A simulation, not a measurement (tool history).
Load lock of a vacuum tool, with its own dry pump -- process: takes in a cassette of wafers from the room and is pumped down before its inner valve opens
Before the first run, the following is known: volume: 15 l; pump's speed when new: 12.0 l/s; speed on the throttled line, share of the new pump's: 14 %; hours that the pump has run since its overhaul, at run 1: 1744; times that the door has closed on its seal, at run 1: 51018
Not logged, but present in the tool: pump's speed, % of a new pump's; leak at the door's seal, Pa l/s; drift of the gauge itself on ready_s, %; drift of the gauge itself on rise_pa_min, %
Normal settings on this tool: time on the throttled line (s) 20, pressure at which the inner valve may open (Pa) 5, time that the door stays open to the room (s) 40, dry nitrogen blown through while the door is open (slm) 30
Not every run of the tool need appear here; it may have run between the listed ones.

run,hour,time on the throttled line (s),pressure at which the inner valve may open (Pa),time that the door stays open to the room (s),dry nitrogen blown through while the door is open (slm),hours that the pump has run since its overhaul,times that the door has closed on its seal,"incoming humidity of the room's air, %",time from the closed door until the inner valve may open (s),rise of the pressure with all valves shut (Pa/min)
1,0.0,20,5,40,30,1744,51018,47.9,30.05,0.475
2,272.8,20,5,40,30,2016,51615,43.2,30.15,0.490
3,819.8,20,5,40,30,2563,52811,46.4,30.19,0.501
4,1229.6,20,5,40,30,2973,53707,45.8,30.15,0.512
5,1533.0,20,5,120,30,3277,54371,41.8,30.52,0.535
# hour 1920.0: door's seal changed, seat wiped
6,1946.2,20,5,144,30,3688,57,45.4,30.29,0.035
7,2439.5,20,5,40,37,4182,1136,41.3,30.47,0.025
8,2873.7,20,5,40,30,4616,2085,45.1,30.53,0.038
9,3217.2,20,5,40,30,4959,2837,46.6,30.53,0.041
10,3565.0,20,5,40,30,5307,3597,44.4,30.39,0.036
11,4023.9,20,5,40,30,5766,4601,40.1,30.71,0.041
12,4292.9,20,5,40,30,6035,5189,45.1,30.44,0.043
13,4879.0,20,5,40,23,6621,6471,45.2,30.56,0.052
14,5426.0,20,5,40,30,7168,7667,44.6,30.73,0.055
15,5997.2,20,5,40,30,7739,8916,47.0,30.70,0.062
16,6604.4,20,5,40,30,8347,10244,45.9,30.64,0.068
17,6987.1,20,5,40,30,8729,11081,47.8,30.72,0.076
18,7342.6,20,5,40,30,9085,11858,50.4,30.72,0.078
19,7883.1,20,5,40,30,9625,13040,44.7,30.92,0.084
20,8391.7,20,5,40,30,10134,14153,42.8,30.96,0.087
21,8963.4,20,5,40,5,10706,15403,45.1,31.03,0.109
22,9543.1,20,5,40,5,11285,16670,46.8,31.04,0.123
23,9840.3,20,8,28,22,11582,17320,43.5,30.44,0.118
24,10244.7,20,8,28,22,11987,18205,43.8,30.40,0.115
25,10726.7,20,10,40,30,12469,19259,42.1,30.09,0.122
26,11298.4,20,10,40,30,13041,20509,47.4,30.32,0.135
27,11892.3,20,10,40,30,13634,21808,45.5,30.23,0.144
28,12422.5,20,5,40,30,14165,22967,46.5,31.32,0.156
29,13027.6,33,6,167,26,14770,24291,41.9,42.11,0.173
30,13578.8,33,8,167,26,15321,25496,47.3,41.65,0.188
31,14161.7,33,8,167,26,15904,26771,46.8,41.59,0.196
32,14764.2,16,5,203,17,16506,28088,43.4,28.35,0.223
33,15172.1,18,5,211,4,16914,28980,46.2,29.99,0.251
34,15688.7,11,4,99,22,17431,30110,41.1,24.78,0.228
35,16265.9,11,4,99,22,18008,31372,44.2,24.84,0.246

What does the tool deliver on the next run?
# hour 16498.1: dry pump taken out, an overhauled one fitted
36,16835.9,20,5,40,5,338,32606,47.7,?,?

Run 36 came out at time from the closed door until the inner valve may open (s) 29.86, rise of the pressure with all valves shut (Pa/min) 0.264.
With no hidden state in the tool, this same run would have given time from the closed door until the inner valve may open (s) 29.77, rise of the pressure with all valves shut (Pa/min) 0.037.
